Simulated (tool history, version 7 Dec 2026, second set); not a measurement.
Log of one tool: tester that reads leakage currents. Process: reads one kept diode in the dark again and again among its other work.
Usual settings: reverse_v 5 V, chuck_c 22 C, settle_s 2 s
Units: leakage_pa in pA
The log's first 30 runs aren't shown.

run,day,reverse_v,chuck_c,settle_s,leakage_pa
31,158.212,19.07,22,5.69,148.3
32,163.421,19.07,22,5.69,152.43
33,170.85,5,35,2.35,206.97
34,174.167,1.8,40,1.09,187.95
35,179.771,1.8,40,1.09,190.31
36,185.467,1.8,40,1.09,194.31
37,188.912,2.33,40,1.09,220.72
# day 189.512: chuck's temperature calibrated
38,195.254,12.91,21,0.55,128.97
39,202.454,1.19,23,0.35,43.24

Forecast each of these 3 alternatives for the next run:
# day 208.554: probe card cleaned and baked
A,209.246,15.29,49,4.66,?
# day 208.554: probe card cleaned and baked
B,209.246,8.79,36,0.35,?
# day 208.554: probe card cleaned and baked
C,209.246,3.67,22,1.56,?

run,leakage_pa
A,869.49
B,280.12
C,62.78
Without the tool's hidden state the same runs would have given:
run,leakage_pa
A,815.77
B,262.15
C,58.38

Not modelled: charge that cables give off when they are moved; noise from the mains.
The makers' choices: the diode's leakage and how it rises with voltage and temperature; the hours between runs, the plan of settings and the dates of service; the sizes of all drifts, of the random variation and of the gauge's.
